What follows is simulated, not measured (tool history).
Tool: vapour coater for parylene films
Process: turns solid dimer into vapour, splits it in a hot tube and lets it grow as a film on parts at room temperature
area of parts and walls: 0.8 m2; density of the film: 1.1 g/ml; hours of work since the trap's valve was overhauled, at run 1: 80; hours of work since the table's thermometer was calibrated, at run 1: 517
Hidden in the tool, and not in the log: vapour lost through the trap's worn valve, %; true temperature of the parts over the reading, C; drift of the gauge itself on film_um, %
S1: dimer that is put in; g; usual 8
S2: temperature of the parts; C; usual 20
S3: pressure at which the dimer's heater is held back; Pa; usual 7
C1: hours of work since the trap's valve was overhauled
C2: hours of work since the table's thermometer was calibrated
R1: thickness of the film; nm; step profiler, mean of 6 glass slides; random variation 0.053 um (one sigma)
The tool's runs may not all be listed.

| run | day | S1 | S2 | S3 | C1 | C2 | R1 |
|---|---|---|---|---|---|---|---|
| 1 | 0 | 8 | 20 | 7 | 80 | 517 | 5930 |
| 2 | 0.604 | 8 | 20 | 7 | 93 | 530 | 5890 |
| 3 | 1.317 | 8 | 20 | 7 | 108 | 545 | 5900 |
| 4 | 2.196 | 8 | 20 | 7 | 127 | 564 | 5960 |
| 5 | 3.154 | 8 | 18 | 7 | 148 | 585 | 6050 |
| 6 | 4.004 | 8 | 20 | 3.97 | 166 | 603 | 6260 |
| 7 | 4.942 | 12 | 20 | 3.97 | 186 | 623 | 9440 |
| 8 | 5.375 | 12 | 17 | 3.97 | 195 | 632 | 10010 |
| 9 | 6.242 | 12 | 17 | 3.97 | 213 | 651 | 9880 |
| 10 | 7.196 | 12 | 17 | 3.97 | 234 | 671 | 10020 |
| 11 | 7.629 | 12 | 17 | 3.97 | 243 | 680 | 9920 |
| 12 | 8.296 | 12 | 17 | 3.97 | 257 | 694 | 9930 |
| 13 | 8.912 | 12 | 17 | 3.97 | 271 | 708 | 9760 |
| 14 | 9.833 | 12 | 17 | 3.97 | 290 | 727 | 9830 |
| 15 | 10.542 | 5 | 20 | 7 | 305 | 742 | 3610 |
| 16 | 10.962 | 5 | 20 | 7 | 314 | 751 | 3560 |
| 17 | 11.438 | 5 | 20 | 7 | 324 | 762 | 3500 |
| 18 | 12.262 | 5 | 20 | 7 | 342 | 779 | 3550 |
| 19 | 13.162 | 8 | 20 | 7 | 361 | 799 | 5690 |
| 20 | 14.033 | 5 | 20 | 7 | 380 | 817 | 3460 |
| 21 | 15.017 | 5 | 20 | 7 | 401 | 838 | 3550 |
| 22 | 15.925 | 9 | 20 | 7 | 420 | 858 | 6270 |
| 23 | 16.596 | 4 | 19 | 7.54 | 435 | 872 | 2830 |
| 24 | 17.475 | 3 | 24 | 4.48 | 454 | 891 | 2080 |
| 25 | 18.054 | 5 | 20 | 11.04 | 466 | 903 | 3290 |
| 26 | 18.75 | 5 | 22 | 6.82 | 481 | 918 | 3420 |
| 27 | 19.442 | 5 | 22 | 8.35 | 496 | 933 | 3260 |
| 28 | 20.225 | 8 | 19 | 3.06 | 512 | 949 | 6390 |
| 29 | 20.967 | 8 | 19 | 3.06 | 528 | 965 | 6280 |
|  | 22.046 | trap's valve overhauled |
| 30 | 22.129 | 8 | 20 | 9.96 | 2 | 987 | 5700 |
|  | 22.254 | table's thermometer calibrated |
| 31 | 23.154 | 8 | 20 | 9.96 | 23 | 19 | 5620 |
| 32 | 23.617 | 4 | 21 | 2.44 | 33 | 29 | 3390 |
| 33 | 24.292 | 6 | 20 | 7 | 47 | 44 | 4370 |
| 34 | 25.283 | 6 | 20 | 7 | 68 | 65 | 4410 |
|  | 25.983 | table's thermometer calibrated, once more |
| 35 | 25.996 | 14 | 20 | 3.25 | 83 | 0 | 11790 |
| 36 | 26.421 | 14 | 20 | 3.25 | 92 | 9 | 11740 |
| 37 | 26.946 | 14 | 20 | 3.25 | 103 | 21 | 11590 |
| 38 | 27.367 | 8 | 22 | 7.17 | 112 | 30 | 5720 |
| 39 | 28.208 | 10 | 20 | 7 | 130 | 48 | 7440 |
| 40 | 29.008 | 12 | 20 | 7 | 147 | 65 | 8960 |
| 41 | 29.475 | 12 | 20 | 7 | 157 | 75 | 8900 |
| 42 | 30.429 | 14 | 27 | 7 | 177 | 95 | 9050 |
| 43 | 31.283 | 8 | 23 | 2.55 | 196 | 113 | 6510 |
| 44 | 31.838 | 8 | 23 | 2.55 | 208 | 125 | 6470 |

The same runs without the tool's hidden state, with the same run-to-run variation:
| run | R1 |
|---|---|
| 1 | 6090 |
| 2 | 6060 |
| 3 | 6090 |
| 4 | 6170 |
| 5 | 6280 |
| 6 | 6510 |
| 7 | 9840 |
| 8 | 10450 |
| 9 | 10350 |
| 10 | 10520 |
| 11 | 10430 |
| 12 | 10470 |
| 13 | 10310 |
| 14 | 10410 |
| 15 | 3820 |
| 16 | 3780 |
| 17 | 3720 |
| 18 | 3790 |
| 19 | 6080 |
| 20 | 3720 |
| 21 | 3820 |
| 22 | 6760 |
| 23 | 3060 |
| 24 | 2250 |
| 25 | 3570 |
| 26 | 3720 |
| 27 | 3550 |
| 28 | 6990 |
| 29 | 6880 |
| 30 | 5810 |
| 31 | 5750 |
| 32 | 3480 |
| 33 | 4490 |
| 34 | 4550 |
| 35 | 11950 |
| 36 | 11920 |
| 37 | 11780 |
| 38 | 5830 |
| 39 | 7600 |
| 40 | 9160 |
| 41 | 9110 |
| 42 | 9300 |
| 43 | 6700 |
| 44 | 6680 |
